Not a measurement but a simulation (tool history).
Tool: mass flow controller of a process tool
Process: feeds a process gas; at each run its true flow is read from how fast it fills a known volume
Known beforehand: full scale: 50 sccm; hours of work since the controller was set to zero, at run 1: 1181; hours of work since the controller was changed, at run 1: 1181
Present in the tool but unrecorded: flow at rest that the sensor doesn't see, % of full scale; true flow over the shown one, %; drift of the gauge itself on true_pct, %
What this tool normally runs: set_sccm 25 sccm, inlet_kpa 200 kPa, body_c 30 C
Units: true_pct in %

run	hour	set_sccm	inlet_kpa	body_c	hours of work since the controller was set to zero	hours of work since the controller was changed	true_pct
1	0.0	25	200	30	1181	1181	97.89
2	146.7	25	200	30	1226	1226	98.07
3	459.7	25	200	30	1322	1322	98.19
4	595.3	25	200	26	1364	1364	98.45
5	806.2	25	200	30	1429	1429	98.22
6	1081.7	25	197	30	1514	1514	98.43
7	1333.5	25	200	30	1591	1591	98.45
8	1548.8	25	200	30	1658	1658	98.49
9	1788.3	25	200	30	1731	1731	98.57
10	2090.4	5	200	30	1824	1824	97.21
11	2238.9	5	200	20	1870	1870	98.05
12	2377.0	7	190	24	1913	1913	97.96
13	2541.4	17	185	26	1963	1963	98.61
14	2863.7	13	226	25	2063	2063	98.36
15	3143.4	13	226	25	2149	2149	98.52
16	3293.7	19	145	22	2195	2195	99.04
17	3451.7	19	145	22	2244	2244	99.04
18	3600.8	19	200	22	2290	2290	99.25

Branching from run 18: 4 alternative next runs. What would each branch give?
A	3901.5	7	186	22	2382	2382	?
B	3901.5	19	227	37	2382	2382	?
C	3901.5	19	200	23	2382	2382	?
D	3901.5	19	276	22	2382	2382	?

run	true_pct
A	98.46
B	98.52
C	99.42
D	99.76
Without the tool's unlogged condition, the same runs would have read:
run	true_pct
A	97.18
B	97.25
C	98.13
D	98.47
